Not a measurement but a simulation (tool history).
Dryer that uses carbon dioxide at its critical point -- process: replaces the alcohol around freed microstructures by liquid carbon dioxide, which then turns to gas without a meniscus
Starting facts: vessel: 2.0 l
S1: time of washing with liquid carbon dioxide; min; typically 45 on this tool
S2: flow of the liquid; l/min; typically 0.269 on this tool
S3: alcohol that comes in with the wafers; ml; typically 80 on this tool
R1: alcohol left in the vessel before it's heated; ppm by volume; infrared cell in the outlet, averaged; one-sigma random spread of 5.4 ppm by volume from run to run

run   hour  S1     S2   S3    R1
  1    0.0  45  0.269   80   184
  2    8.0  45  0.191   80   916
  3   26.7  56  0.269   80    50
  4   40.4  56  0.269   80    53
  5   56.2  56  0.269   80    61
  6   65.4  36  0.269   80   533
  7   77.3  45  0.325   80    58
  8   95.7  45  0.283   80   149
  9  111.2  45  0.283   80   149
 10  128.0  31  0.269   80   979
 11  144.8  31  0.269   80  1006
 12  153.0  45  0.269  106   261
 13  170.8  69  0.299   27    17
 14  185.4  45  0.270   91   223
 15  196.3  45  0.270   91   230
 16  213.8  45  0.283   81   155
 17  226.8  36  0.307   81   312

Measured less the same run without the tool's hidden state. The same run-to-run variation is in both; the gauge's scatter may not be:
The hidden state here: flow that reaches the vessel past the clogged filter, %; alcohol in the recycled carbon dioxide, ppm; drift of the gauge itself on alcohol_ppm, %.
run    R1
  1   +51
  2  +183
  3   +22
  4   +22
  5   +23
  6  +132
  7   +26
  8   +48
  9   +50
 10  +229
 11  +236
 12   +87
 13    +9
 14   +79
 15   +81
 16   +60
 17  +105
